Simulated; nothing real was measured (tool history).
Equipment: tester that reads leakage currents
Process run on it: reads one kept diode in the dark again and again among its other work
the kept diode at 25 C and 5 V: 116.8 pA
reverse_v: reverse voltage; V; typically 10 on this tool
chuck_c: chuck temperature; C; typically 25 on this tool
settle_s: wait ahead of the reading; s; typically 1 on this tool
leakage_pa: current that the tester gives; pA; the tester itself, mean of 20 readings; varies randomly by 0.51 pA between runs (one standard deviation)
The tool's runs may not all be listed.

{"run": 1, "hour": 0.0, "reverse_v": 10, "chuck_c": 25, "settle_s": 1, "leakage_pa": 170.76}
{"run": 2, "hour": 63.9, "reverse_v": 10, "chuck_c": 25, "settle_s": 1, "leakage_pa": 170.59}
{"run": 3, "hour": 153.6, "reverse_v": 10, "chuck_c": 25, "settle_s": 1, "leakage_pa": 171.41}
{"run": 4, "hour": 202.1, "reverse_v": 10, "chuck_c": 25, "settle_s": 1, "leakage_pa": 170.42}
{"run": 5, "hour": 276.8, "reverse_v": 10, "chuck_c": 25, "settle_s": 1, "leakage_pa": 170.31}
{"run": 6, "hour": 352.2, "reverse_v": 10, "chuck_c": 25, "settle_s": 1, "leakage_pa": 171.43}
{"run": 7, "hour": 464.2, "reverse_v": 10, "chuck_c": 25, "settle_s": 1, "leakage_pa": 170.62}
{"run": 8, "hour": 527.6, "reverse_v": 10, "chuck_c": 25, "settle_s": 1, "leakage_pa": 171.34}
{"run": 9, "hour": 636.2, "reverse_v": 10, "chuck_c": 25, "settle_s": 1, "leakage_pa": 170.38}
{"run": 10, "hour": 704.6, "reverse_v": 10, "chuck_c": 25, "settle_s": 1, "leakage_pa": 169.68}
{"run": 11, "hour": 821.5, "reverse_v": 10, "chuck_c": 23, "settle_s": 1, "leakage_pa": 146.08}
{"run": 12, "hour": 935.0, "reverse_v": 10, "chuck_c": 23, "settle_s": 1, "leakage_pa": 145.86}
{"run": 13, "hour": 987.4, "reverse_v": 10, "chuck_c": 23, "settle_s": 1, "leakage_pa": 146.1}
{"run": 14, "hour": 1091.5, "reverse_v": 10, "chuck_c": 23, "settle_s": 1, "leakage_pa": 146.29}
{"run": 15, "hour": 1208.1, "reverse_v": 10, "chuck_c": 23, "settle_s": 1, "leakage_pa": 145.66}
{"run": 16, "hour": 1263.1, "reverse_v": 10, "chuck_c": 23, "settle_s": 1, "leakage_pa": 145.93}
{"hour": 1300.0, "done": "probe card cleaned and baked"}
{"run": 17, "hour": 1359.6, "reverse_v": 10, "chuck_c": 39, "settle_s": 1, "leakage_pa": 482.83}
{"run": 18, "hour": 1427.1, "reverse_v": 10, "chuck_c": 25, "settle_s": 0.45, "leakage_pa": 173.36}
{"run": 19, "hour": 1483.5, "reverse_v": 10, "chuck_c": 25, "settle_s": 0.45, "leakage_pa": 172.92}
{"run": 20, "hour": 1600.6, "reverse_v": 10, "chuck_c": 52, "settle_s": 1, "leakage_pa": 1173.8}
{"run": 21, "hour": 1689.6, "reverse_v": 10, "chuck_c": 52, "settle_s": 1, "leakage_pa": 1172.05}
{"run": 22, "hour": 1760.0, "reverse_v": 1.2, "chuck_c": 33, "settle_s": 0.84, "leakage_pa": 103.1}
{"run": 23, "hour": 1850.5, "reverse_v": 16.2, "chuck_c": 39, "settle_s": 1.88, "leakage_pa": 618.26}
{"run": 24, "hour": 1908.7, "reverse_v": 10, "chuck_c": 55, "settle_s": 1, "leakage_pa": 1426.74}
{"run": 25, "hour": 2025.9, "reverse_v": 7.9, "chuck_c": 39, "settle_s": 1.65, "leakage_pa": 424.97}
{"run": 26, "hour": 2131.8, "reverse_v": 10.7, "chuck_c": 25, "settle_s": 1, "leakage_pa": 176.4}
{"run": 27, "hour": 2217.9, "reverse_v": 10.7, "chuck_c": 31, "settle_s": 8.17, "leakage_pa": 276.57}
{"run": 28, "hour": 2290.0, "reverse_v": 10.7, "chuck_c": 31, "settle_s": 8.17, "leakage_pa": 275.91}
{"run": 29, "hour": 2344.4, "reverse_v": 10.7, "chuck_c": 31, "settle_s": 8.17, "leakage_pa": 276.27}
{"run": 30, "hour": 2404.3, "reverse_v": 10.7, "chuck_c": 31, "settle_s": 8.17, "leakage_pa": 276.43}
{"run": 31, "hour": 2452.8, "reverse_v": 10.7, "chuck_c": 31, "settle_s": 8.17, "leakage_pa": 275.77}
{"hour": 2464.0, "done": "chuck's temperature calibrated"}
{"run": 32, "hour": 2546.8, "reverse_v": 16.4, "chuck_c": 50, "settle_s": 3.22, "leakage_pa": 1327.36}
{"run": 33, "hour": 2625.7, "reverse_v": 2.2, "chuck_c": 32, "settle_s": 1, "leakage_pa": 131.15}
{"run": 34, "hour": 2715.2, "reverse_v": 3.4, "chuck_c": 45, "settle_s": 1, "leakage_pa": 417.6}
{"run": 35, "hour": 2772.6, "reverse_v": 12.5, "chuck_c": 29, "settle_s": 1.22, "leakage_pa": 259.62}
{"run": 36, "hour": 2844.6, "reverse_v": 12.5, "chuck_c": 29, "settle_s": 1.22, "leakage_pa": 259.67}
{"run": 37, "hour": 2938.3, "reverse_v": 6.5, "chuck_c": 22, "settle_s": 1.22, "leakage_pa": 107.51}
{"run": 38, "hour": 3003.0, "reverse_v": 6.5, "chuck_c": 22, "settle_s": 1.22, "leakage_pa": 106.83}
{"run": 39, "hour": 3067.7, "reverse_v": 10, "chuck_c": 33, "settle_s": 1, "leakage_pa": 312.15}
{"run": 40, "hour": 3169.8, "reverse_v": 10, "chuck_c": 31, "settle_s": 1, "leakage_pa": 268.79}
{"run": 41, "hour": 3262.3, "reverse_v": 10, "chuck_c": 31, "settle_s": 1, "leakage_pa": 268.5}

3 options for the next run, each taken on its own from the tool as it stands now. Forecast them:
{"run": "A", "hour": 3357.5, "reverse_v": 3.5, "chuck_c": 25, "settle_s": 1, "leakage_pa": "?"}
{"run": "B", "hour": 3357.5, "reverse_v": 8.9, "chuck_c": 31, "settle_s": 6.11, "leakage_pa": "?"}
{"run": "C", "hour": 3357.5, "reverse_v": 10, "chuck_c": 25, "settle_s": 0.47, "leakage_pa": "?"}

run=A leakage_pa=98.26
run=B leakage_pa=249.92
run=C leakage_pa=173.7
The same runs, with their run-to-run variation unchanged, on a tool lacking any hidden condition would have given:
run=A leakage_pa=98.14
run=B leakage_pa=249.63
run=C leakage_pa=173.49

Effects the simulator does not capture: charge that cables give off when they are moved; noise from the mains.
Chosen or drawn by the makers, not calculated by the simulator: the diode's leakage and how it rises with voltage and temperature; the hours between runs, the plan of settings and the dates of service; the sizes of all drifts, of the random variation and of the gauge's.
